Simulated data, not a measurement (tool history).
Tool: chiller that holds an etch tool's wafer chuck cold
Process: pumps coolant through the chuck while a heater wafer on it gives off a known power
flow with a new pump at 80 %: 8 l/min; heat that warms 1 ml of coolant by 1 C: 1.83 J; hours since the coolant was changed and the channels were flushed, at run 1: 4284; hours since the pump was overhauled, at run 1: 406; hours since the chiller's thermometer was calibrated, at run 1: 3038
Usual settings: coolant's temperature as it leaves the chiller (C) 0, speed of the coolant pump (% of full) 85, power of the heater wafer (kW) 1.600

run   hour  coolant's temperature as it leaves the chiller (C)  speed of the coolant pump (% of full)  power of the heater wafer (kW)  hours since the coolant was changed and the channels were flushed  hours since the pump was overhauled  hours since the chiller's thermometer was calibrated  chuck's temperature once it has settled (C)  how much warmer the coolant comes back (C)
  1    0.0                                                   0                                     85                           1.600                                                               4284                                  406                                                  3038                                         18.3                                        6.22
  2   34.0                                                   0                                     85                           1.600                                                               4318                                  440                                                  3072                                         18.3                                        6.29
  3   74.2                                                   0                                     85                           1.600                                                               4359                                  481                                                  3112                                         18.3                                        6.17
  4  116.9                                                   0                                     85                           1.600                                                               4401                                  523                                                  3154                                         18.2                                        6.28
  5  164.2                                                  -4                                     85                           1.600                                                               4449                                  571                                                  3202                                         14.3                                        6.23
     172.9  -- chiller's thermometer calibrated
  6  216.6                                                  -4                                     85                           1.085                                                               4500                                  622                                                    44                                          8.2                                        4.22
  7  260.8                                                   6                                     85                           1.600                                                               4544                                  666                                                    88                                         24.3                                        6.26
  8  287.5                                                   6                                     66                           1.600                                                               4571                                  693                                                   115                                         28.2                                        8.31
     309.4  -- chiller's thermometer calibrated, once more
  9  333.1                                                   6                                     87                           1.600                                                               4616                                  737                                                    24                                         24.7                                        6.11
 10  376.6                                                   6                                     87                           1.600                                                               4659                                  781                                                    67                                         24.7                                        6.14
 11  410.1                                                   0                                     85                           1.600                                                               4692                                  814                                                   101                                         19.0                                        6.36
 12  440.6                                                   0                                     85                           1.600                                                               4723                                  845                                                   131                                         19.0                                        6.31
 13  461.5                                                   0                                     85                           1.600                                                               4744                                  866                                                   152                                         19.1                                        6.28
 14  484.7                                                   0                                     85                           0.965                                                               4767                                  889                                                   175                                         11.6                                        3.73
 15  523.6                                                  -8                                     85                           1.535                                                               4806                                  928                                                   214                                         10.3                                        6.00
 16  552.4                                                   0                                     74                           0.856                                                               4835                                  957                                                   243                                         11.4                                        3.97
 17  592.3                                                   0                                     74                           0.856                                                               4875                                  997                                                   283                                         11.4                                        3.95
 18  643.4                                                   0                                     74                           0.856                                                               4926                                 1048                                                   334                                         11.6                                        3.96
 19  691.4                                                   0                                     74                           0.856                                                               4974                                 1096                                                   382                                         11.6                                        4.00
 20  713.0                                                  -9                                     85                           1.503                                                               4995                                 1117                                                   404                                          9.2                                        5.96
 21  743.3                                                  -9                                     72                           1.503                                                               5026                                 1148                                                   434                                         11.6                                        7.18
 22  768.9                                                  -9                                     63                           1.639                                                               5051                                 1173                                                   460                                         16.2                                        9.04
 23  797.3                                                  -7                                     66                           1.448                                                               5080                                 1202                                                   488                                         14.6                                        7.66
 24  836.1                                                   0                                     60                           1.531                                                               5118                                 1240                                                   527                                         24.3                                        9.03
     857.5  -- coolant changed, channels flushed
 25  886.1                                                  -8                                     82                           1.531                                                                 29                                 1284                                                   571                                          8.2                                        6.30
 26  922.6                                                  -8                                     82                           1.531                                                                 65                                 1321                                                   607                                          8.2                                        6.32
 27  972.5                                                  -8                                     77                           1.531                                                                115                                 1371                                                   657                                          9.2                                        6.92

5 ways to go on from here, each from the tool as it stands after run 27. What would each give?
  A  995.7                                                   7                                     65                           1.616                                                                138                                 1394                                                   680                                            ?                                           ?
  B  995.7                                                  -4                                     61                           1.327                                                                138                                 1394                                                   680                                            ?                                           ?
  C  995.7                                                  -8                                     90                           1.531                                                                138                                 1394                                                   680                                            ?                                           ?
  D  995.7                                                   0                                     85                           1.395                                                                138                                 1394                                                   680                                            ?                                           ?
  E  995.7                                                   8                                     76                           1.600                                                                138                                 1394                                                   680                                            ?                                           ?

run  chuck's temperature once it has settled (C)  how much warmer the coolant comes back (C)
  A                                         27.8                                        8.63
  B                                         14.1                                        7.66
  C                                          7.1                                        5.73
  D                                         14.3                                        5.60
  E                                         26.2                                        7.24
Without the tool's hidden state the same runs would have given:
run  chuck's temperature once it has settled (C)  how much warmer the coolant comes back (C)
  A                                         27.2                                        8.24
  B                                         13.5                                        7.32
  C                                          6.6                                        5.48
  D                                         13.9                                        5.35
  E                                         25.7                                        6.92
